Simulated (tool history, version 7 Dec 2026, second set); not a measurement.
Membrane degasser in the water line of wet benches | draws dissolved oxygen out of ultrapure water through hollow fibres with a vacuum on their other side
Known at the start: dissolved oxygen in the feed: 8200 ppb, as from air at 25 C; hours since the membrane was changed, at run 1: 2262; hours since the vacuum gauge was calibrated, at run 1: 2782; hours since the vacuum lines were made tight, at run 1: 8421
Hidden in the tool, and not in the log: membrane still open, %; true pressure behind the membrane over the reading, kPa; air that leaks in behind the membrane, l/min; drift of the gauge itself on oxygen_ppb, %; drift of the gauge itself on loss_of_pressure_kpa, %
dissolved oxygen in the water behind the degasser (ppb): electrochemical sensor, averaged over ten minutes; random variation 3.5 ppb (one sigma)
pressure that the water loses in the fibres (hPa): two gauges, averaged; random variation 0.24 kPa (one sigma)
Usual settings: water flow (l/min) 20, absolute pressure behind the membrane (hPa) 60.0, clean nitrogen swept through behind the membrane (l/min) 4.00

run,hour,water flow (l/min),absolute pressure behind the membrane (hPa),clean nitrogen swept through behind the membrane (l/min),hours since the membrane was changed,hours since the vacuum gauge was calibrated,hours since the vacuum lines were made tight,dissolved oxygen in the water behind the degasser (ppb),pressure that the water loses in the fibres (hPa)
1,0.0,20,60.0,4.00,2262,2782,8421,362.3,647.7
2,57.1,20,60.0,4.00,2319,2839,8478,359.9,646.0
3,120.7,20,60.0,4.00,2382,2903,8541,367.0,644.4
4,152.2,20,107.4,4.00,2414,2934,8573,414.4,643.6
5,203.3,20,60.0,4.00,2465,2985,8624,364.5,641.9
6,254.6,20,60.0,4.00,2516,3037,8675,361.3,647.0
7,289.8,20,60.0,4.00,2551,3072,8711,372.6,648.3
8,341.7,20,60.0,4.00,2603,3124,8762,361.5,649.7
9,410.3,20,41.3,4.00,2672,3192,8831,346.1,647.9
10,483.0,20,60.0,4.00,2745,3265,8904,362.7,647.7
11,538.6,20,60.0,3.14,2800,3321,8959,372.2,646.9
12,579.1,20,60.0,4.00,2841,3361,9000,366.2,648.0
13,628.1,20,60.0,4.00,2890,3410,9049,362.1,649.4
14,704.3,20,60.0,4.00,2966,3486,9125,370.7,651.5
15,764.7,20,60.0,4.00,3026,3547,9186,368.4,649.4
16,840.0,20,60.0,4.00,3102,3622,9261,367.0,649.8
17,874.6,18,60.0,8.83,3136,3657,9295,297.4,581.7
18,948.8,18,60.0,8.83,3210,3731,9370,302.6,590.2
19,1006.4,16,74.1,4.00,3268,3788,9427,281.9,519.2
20,1063.4,20,56.5,3.35,3325,3845,9484,371.6,648.2
21,1116.5,30,46.7,5.04,3378,3898,9537,608.5,968.0
22,1179.5,31,64.6,5.04,3441,3961,9600,649.8,1003.4
23,1212.3,27,37.0,4.33,3474,3994,9633,515.9,877.3
24,1288.7,27,37.0,4.33,3550,4071,9709,507.7,879.5
25,1327.6,20,44.5,2.32,3589,4110,9748,365.7,649.0
26,1402.3,20,44.5,2.32,3664,4184,9823,364.2,649.3
27,1435.0,20,44.5,2.32,3697,4217,9856,363.7,655.0
28,1486.2,20,44.5,2.32,3748,4268,9907,359.9,646.1
29,1541.7,20,44.5,2.32,3803,4324,9962,366.6,648.5
30,1593.8,20,133.4,4.48,3855,4376,10015,451.5,652.8
31,1636.4,20,55.6,5.63,3898,4418,10057,359.8,647.5
32,1697.5,20,55.6,5.63,3959,4479,10118,361.9,652.2

Forecast each of these 4 alternatives for the next run:
A,1758.5,20,104.7,3.63,4020,4540,10179,?,?
B,1758.5,19,112.4,2.22,4020,4540,10179,?,?
C,1758.5,16,138.8,2.67,4020,4540,10179,?,?
D,1758.5,20,55.6,4.53,4020,4540,10179,?,?

run,dissolved oxygen in the water behind the degasser (ppb),pressure that the water loses in the fibres (hPa)
A,427.7,648.5
B,477.4,621.5
C,396.7,520.7
D,369.5,652.0
Without the tool's hidden state the same runs would have given:
run,dissolved oxygen in the water behind the degasser (ppb),pressure that the water loses in the fibres (hPa)
A,402.4,635.9
B,449.8,609.5
C,371.6,510.6
D,346.3,639.4
